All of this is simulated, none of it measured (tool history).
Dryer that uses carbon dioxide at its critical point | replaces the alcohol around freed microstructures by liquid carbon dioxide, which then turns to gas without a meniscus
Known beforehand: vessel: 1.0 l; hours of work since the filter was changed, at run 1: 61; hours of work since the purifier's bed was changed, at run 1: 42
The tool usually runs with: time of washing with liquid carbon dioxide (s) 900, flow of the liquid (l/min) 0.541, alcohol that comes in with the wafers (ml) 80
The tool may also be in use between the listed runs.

| run | hour | time of washing with liquid carbon dioxide (s) | flow of the liquid (l/min) | alcohol that comes in with the wafers (ml) | hours of work since the filter was changed | hours of work since the purifier's bed was changed | alcohol left in the vessel before it's heated (ppm by volume) |
|---|---|---|---|---|---|---|---|
| 1 | 0.0 | 900 | 0.541 | 80 | 61 | 42 | 168 |
| 2 | 36.8 | 900 | 0.541 | 80 | 76 | 58 | 182 |
| 3 | 55.5 | 900 | 0.541 | 80 | 85 | 66 | 189 |
| 4 | 86.0 | 900 | 0.541 | 80 | 98 | 79 | 198 |
| 5 | 105.9 | 900 | 0.541 | 80 | 106 | 88 | 203 |
| 6 | 123.8 | 900 | 0.541 | 80 | 114 | 95 | 201 |
| 7 | 145.9 | 1080 | 0.541 | 80 | 124 | 105 | 89 |
| 8 | 174.9 | 1080 | 0.541 | 80 | 136 | 117 | 81 |
| 9 | 198.8 | 960 | 0.541 | 80 | 146 | 128 | 161 |
| 10 | 221.0 | 960 | 0.541 | 94 | 156 | 137 | 190 |
| 11 | 258.5 | 960 | 0.541 | 94 | 172 | 153 | 199 |
| 12 | 280.2 | 960 | 0.541 | 94 | 181 | 163 | 217 |
| 13 | 311.7 | 960 | 0.541 | 94 | 195 | 176 | 220 |
| 14 | 334.6 | 960 | 0.541 | 94 | 205 | 186 | 222 |
| 15 | 368.7 | 900 | 0.779 | 80 | 220 | 201 | 52 |
| 16 | 408.9 | 900 | 0.779 | 80 | 237 | 218 | 70 |
|  | 418.0 | inlet filter changed |
| 17 | 433.0 | 900 | 0.779 | 80 | 6 | 228 | 48 |
| 18 | 456.6 | 900 | 0.541 | 51 | 17 | 238 | 131 |
| 19 | 482.0 | 900 | 0.541 | 51 | 28 | 249 | 138 |
| 20 | 500.6 | 900 | 0.541 | 51 | 36 | 257 | 132 |
| 21 | 540.5 | 900 | 0.541 | 51 | 53 | 275 | 147 |
| 22 | 563.2 | 900 | 0.541 | 51 | 63 | 284 | 157 |
| 23 | 603.7 | 900 | 0.541 | 51 | 80 | 302 | 173 |
| 24 | 643.6 | 900 | 0.483 | 108 | 97 | 319 | 504 |
| 25 | 670.8 | 840 | 0.825 | 24 | 109 | 331 | 67 |
| 26 | 711.2 | 840 | 0.825 | 24 | 126 | 348 | 64 |
| 27 | 733.8 | 840 | 0.400 | 59 | 136 | 358 | 938 |
| 28 | 756.5 | 900 | 0.876 | 31 | 146 | 368 | 69 |
| 29 | 773.5 | 960 | 0.585 | 80 | 153 | 375 | 155 |
| 30 | 797.2 | 960 | 0.585 | 80 | 164 | 385 | 157 |
| 31 | 827.0 | 1320 | 0.431 | 80 | 176 | 398 | 157 |
| 32 | 848.2 | 1320 | 0.431 | 80 | 186 | 407 | 149 |
| 33 | 870.6 | 1320 | 0.431 | 80 | 195 | 417 | 161 |
| 34 | 911.6 | 1320 | 0.503 | 63 | 213 | 435 | 103 |
| 35 | 949.8 | 960 | 0.541 | 80 | 229 | 451 | 257 |
|  | 978.8 | inlet filter changed |
| 36 | 986.5 | 960 | 0.541 | 80 | 3 | 467 | 172 |
| 37 | 1019.3 | 1260 | 0.596 | 68 | 17 | 481 | 91 |
| 38 | 1059.8 | 900 | 0.333 | 38 | 35 | 498 | 829 |
| 39 | 1086.1 | 900 | 0.333 | 38 | 46 | 510 | 858 |
|  | 1102.9 | purifier's bed changed |
| 40 | 1109.0 | 900 | 0.333 | 38 | 55 | 3 | 779 |
| 41 | 1138.3 | 720 | 0.896 | 51 | 68 | 15 | 27 |
| 42 | 1155.0 | 1380 | 0.709 | 47 | 75 | 22 | 8 |
| 43 | 1191.2 | 600 | 0.504 | 33 | 90 | 38 | 722 |
| 44 | 1210.2 | 600 | 0.504 | 33 | 99 | 46 | 742 |
| 45 | 1233.5 | 720 | 0.871 | 80 | 109 | 56 | 54 |
| 46 | 1269.1 | 960 | 0.675 | 36 | 124 | 72 | 33 |

Pick out some run-to-run changes in alcohol left in the vessel before it's heated (ppm by volume). Of each, how much would a tool without hidden state show as well, from the settings, what came in and chance, and how much is left for the hidden state and any gauge scatter not in both results compared?
Hidden state present: flow that reaches the vessel past the clogged filter, %; alcohol in the recycled carbon dioxide, ppm; drift of the gauge itself on alcohol_ppm, %.
Run 26 -> 27: flow of the liquid (l/min) 0.825 -> 0.400, alcohol that comes in with the wafers (ml) 24 -> 59. alcohol left in the vessel before it's heated (ppm by volume) +874: hidden state +205, all else +669.
Run 27 -> 28: time of washing with liquid carbon dioxide (s) 840 -> 900, flow of the liquid (l/min) 0.400 -> 0.876, alcohol that comes in with the wafers (ml) 59 -> 31. alcohol left in the vessel before it's heated (ppm by volume) -869: hidden state -204, all else -665.
Run 40 -> 41: time of washing with liquid carbon dioxide (s) 900 -> 720, flow of the liquid (l/min) 0.333 -> 0.896, alcohol that comes in with the wafers (ml) 38 -> 51. alcohol left in the vessel before it's heated (ppm by volume) -752: hidden state -77, all else -675.
Run 42 -> 43: time of washing with liquid carbon dioxide (s) 1380 -> 600, flow of the liquid (l/min) 0.709 -> 0.504, alcohol that comes in with the wafers (ml) 47 -> 33. alcohol left in the vessel before it's heated (ppm by volume) +714: hidden state +119, all else +595.
